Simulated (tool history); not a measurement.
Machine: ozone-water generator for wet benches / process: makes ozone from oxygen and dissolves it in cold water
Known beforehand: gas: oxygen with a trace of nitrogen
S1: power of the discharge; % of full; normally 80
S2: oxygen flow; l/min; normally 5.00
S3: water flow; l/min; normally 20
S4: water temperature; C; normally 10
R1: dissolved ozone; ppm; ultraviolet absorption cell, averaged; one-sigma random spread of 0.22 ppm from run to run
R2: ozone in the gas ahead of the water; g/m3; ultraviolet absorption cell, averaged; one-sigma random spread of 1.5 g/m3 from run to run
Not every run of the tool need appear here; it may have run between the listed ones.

Run 1, day 0.000: usual settings. Result: R1 27.3 ppm, R2 264.8 g/m3.
Run 2, day 2.271: usual settings. Result: R1 27.4 ppm, R2 262.3 g/m3.
Run 3, day 3.892: usual settings but S3 25 l/min. Result: R1 22.5 ppm, R2 265.5 g/m3.
Run 4, day 5.979: usual settings but S3 25 l/min. Result: R1 22.2 ppm, R2 264.8 g/m3.
Run 5, day 8.425: usual settings but S3 25 l/min. Result: R1 21.9 ppm, R2 266.6 g/m3.
Run 6, day 11.446: usual settings but S3 15 l/min. Result: R1 35.0 ppm, R2 263.5 g/m3.
Run 7, day 14.783: usual settings but S3 15 l/min. Result: R1 34.9 ppm, R2 263.1 g/m3.
Run 8, day 17.342: usual settings but S1 84 % of full. Result: R1 28.3 ppm, R2 273.0 g/m3.
Run 9, day 19.450: usual settings but S1 61 % of full. Result: R1 21.9 ppm, R2 209.9 g/m3.
Run 10, day 21.658: usual settings but S2 6.01 l/min, S4 14 C. Result: R1 25.0 ppm, R2 232.7 g/m3.
Run 11, day 24.246: usual settings but S1 47 % of full, S2 2.75 l/min, S3 27 l/min, S4 8 C. Result: R1 12.7 ppm, R2 260.2 g/m3.
Run 12, day 27.012: usual settings but S2 3.43 l/min, S4 5 C. Result: R1 28.6 ppm, R2 339.9 g/m3.
Run 13, day 29.912: usual settings but S2 3.43 l/min, S4 16 C. Result: R1 25.7 ppm, R2 336.4 g/m3.
Run 14, day 32.129: usual settings but S2 4.79 l/min, S3 18 l/min, S4 17 C. Result: R1 27.0 ppm, R2 269.5 g/m3.
Run 15, day 34.104: usual settings but S2 4.79 l/min, S3 18 l/min, S4 17 C. Result: R1 27.0 ppm, R2 268.6 g/m3.
Run 16, day 36.325: usual settings but S1 60 % of full, S4 7 C. Result: R1 22.2 ppm, R2 206.1 g/m3.
Run 17, day 38.838: usual settings but S1 63 % of full, S2 2.76 l/min, S3 31 l/min, S4 7 C. Result: R1 13.8 ppm, R2 325.1 g/m3.
Run 18, day 41.267: usual settings but S1 97 % of full, S3 15 l/min. Result: R1 43.8 ppm, R2 302.4 g/m3.

Between the runs listed above, the log contained 1 entry, not reproduced here. Where in the sequence does each belong, and how does what the log doesn't record of the tool's condition differ from the listed run before to the listed run after?
Run 17 -> run 18: contactor cleaned (day 40.700)
  yield of the discharge, % of new electrodes': 91.3 -> 91.2; contactor's efficiency, % of a clean one's: 81.4 -> 99.9
  measured value less the no-hidden-state value, R1: -3.2 -> -5.4 ppm; R2: -28.1 -> -37.6 g/m3
